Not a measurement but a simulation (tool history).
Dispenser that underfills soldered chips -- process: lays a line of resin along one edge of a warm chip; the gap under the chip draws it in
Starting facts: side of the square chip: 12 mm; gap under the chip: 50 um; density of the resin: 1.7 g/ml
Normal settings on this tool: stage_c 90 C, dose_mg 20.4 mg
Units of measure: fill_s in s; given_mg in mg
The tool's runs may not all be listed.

run,hour,stage_c,dose_mg,fill_s,given_mg
1,0.0,90,20.4,206.5,18.92
2,10.7,90,20.4,335.3,18.92
# hour 13.3: new syringe of resin
3,20.0,76,20.4,485.0,18.76
# hour 28.5: new syringe of resin
4,31.2,76,20.4,396.4,18.58
5,39.5,76,20.4,582.9,18.52
# hour 43.6: new syringe of resin
6,53.9,76,20.4,561.3,18.39
# hour 58.3: new syringe of resin
# hour 61.4: dispensing valve cleaned and set on the balance
7,70.1,76,20.4,555.9,20.47
# hour 74.0: new syringe of resin
8,78.5,76,20.4,415.6,20.13
9,86.6,76,20.4,611.8,20.13
# hour 88.8: new syringe of resin
10,100.7,90,21.5,326.3,21.01
# hour 103.6: new syringe of resin
11,113.7,90,17.6,318.7,17.26
# hour 118.7: new syringe of resin
12,127.2,98,18.8,204.2,17.98
# hour 133.8: new syringe of resin
13,134.7,97,24.0,143.4,22.82
14,145.5,97,24.0,238.6,22.77
# hour 148.4: new syringe of resin
15,154.4,83,26.1,319.4,24.52
# hour 163.9: new syringe of resin
16,167.0,83,26.1,286.6,24.38
17,173.5,77,19.2,505.4,17.97
# hour 178.7: new syringe of resin
18,180.0,83,21.9,269.2,20.35
19,187.2,99,23.1,192.6,21.36
# hour 193.9: new syringe of resin
20,198.4,85,24.5,275.5,22.38
21,206.6,100,21.6,224.9,19.74

What if the next run were any one of these 4? Each begins from the tool's condition after run 21:
# hour 208.6: new syringe of resin
A,213.9,93,20.4,?,?
# hour 208.6: new syringe of resin
B,213.9,99,22.0,?,?
# hour 208.6: new syringe of resin
C,213.9,85,17.9,?,?
# hour 208.6: new syringe of resin
D,213.9,94,26.4,?,?

run,fill_s,given_mg
A,213.8,18.57
B,164.1,19.90
C,306.8,16.35
D,201.2,23.87
With no hidden state in the tool, these same runs would have given:
run,fill_s,given_mg
A,178.3,20.49
B,137.0,21.98
C,254.0,18.04
D,169.4,26.35
